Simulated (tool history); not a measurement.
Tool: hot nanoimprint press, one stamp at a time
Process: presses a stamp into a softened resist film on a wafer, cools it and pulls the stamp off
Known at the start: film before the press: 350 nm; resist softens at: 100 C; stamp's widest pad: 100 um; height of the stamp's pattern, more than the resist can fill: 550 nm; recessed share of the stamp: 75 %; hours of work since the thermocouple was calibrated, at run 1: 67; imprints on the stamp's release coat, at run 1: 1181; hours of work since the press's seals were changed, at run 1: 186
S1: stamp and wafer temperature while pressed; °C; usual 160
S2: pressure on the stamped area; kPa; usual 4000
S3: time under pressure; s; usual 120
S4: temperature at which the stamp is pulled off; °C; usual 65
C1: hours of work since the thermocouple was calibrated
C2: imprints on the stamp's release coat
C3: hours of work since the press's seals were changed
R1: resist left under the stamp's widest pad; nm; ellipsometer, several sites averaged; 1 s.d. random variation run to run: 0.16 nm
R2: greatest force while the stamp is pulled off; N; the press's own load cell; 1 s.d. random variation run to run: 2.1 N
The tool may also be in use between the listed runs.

run	hour	S1	S2	S3	S4	C1	C2	C3	R1	R2
1	0	160	4000	120	65	67	1181	186	153.3	130
2	4.5	160	4000	120	65	70	1197	189	153.2	129
3	11.4	160	5200	120	65	74	1221	193	132.6	130
4	18.3	160	5200	120	65	78	1245	197	132.6	130
5	26	160	5200	120	65	83	1273	202	132.6	131
6	36.7	160	5200	120	65	90	1310	209	132.4	131
7	42.4	160	5200	120	65	94	1330	212	132.4	130
8	50.2	160	3980	120	65	98	1358	217	153.7	132
9	56.2	160	3980	120	65	102	1379	221	153.6	136
10	65.3	160	3980	120	65	108	1411	227	153.4	129
11	73.9	160	3980	120	65	113	1441	232	153.4	129
12	80.8	160	4000	120	65	118	1465	236	152.9	131
13	91.5	160	4000	120	65	124	1503	243	153.2	130
14	100.8	160	4000	120	65	130	1535	249	152.6	133
15	110.3	160	4000	120	65	136	1569	255	153.1	133
16	115	150	4000	119	65	139	1585	258	222.6	133
17	120.7	150	4000	119	65	143	1605	261	222.6	130
18	130.4	163	4000	120	65	149	1640	268	137	131
19	139.5	160	3820	120	65	154	1672	273	157.1	128
20	148.3	160	3820	120	65	160	1702	279	156.8	130
21	152.8	160	3820	120	65	163	1718	282	157	135
# hour 159.3: stamp cleaned and given a new release coat
22	166.4	162	3820	63	60	167	25	286	181	136
23	171.5	162	3160	71	60	171	43	289	190.9	134
24	179.7	162	3160	71	60	176	72	295	191.3	139
25	185.2	162	3160	71	60	179	91	298	191.2	136
26	194.3	160	4280	120	65	185	123	304	147.5	131
27	202.2	160	4280	120	65	190	151	309	147.5	129
28	206.9	160	4280	120	65	193	167	312	147.7	129
29	212.5	160	4280	120	65	196	187	315	147.7	129
30	223.2	160	4280	62	58	203	224	322	183.9	138

Describe how what the log doesn't record of the tool's condition differs between the last listed run preceding each entry between runs and the first listed run following it.
In the gap between runs 21 and 22: stamp cleaned and given a new release coat (hour 159.3)
  grip of the stamp's worn release coat, % over a new coat's: 0.7 -> 0
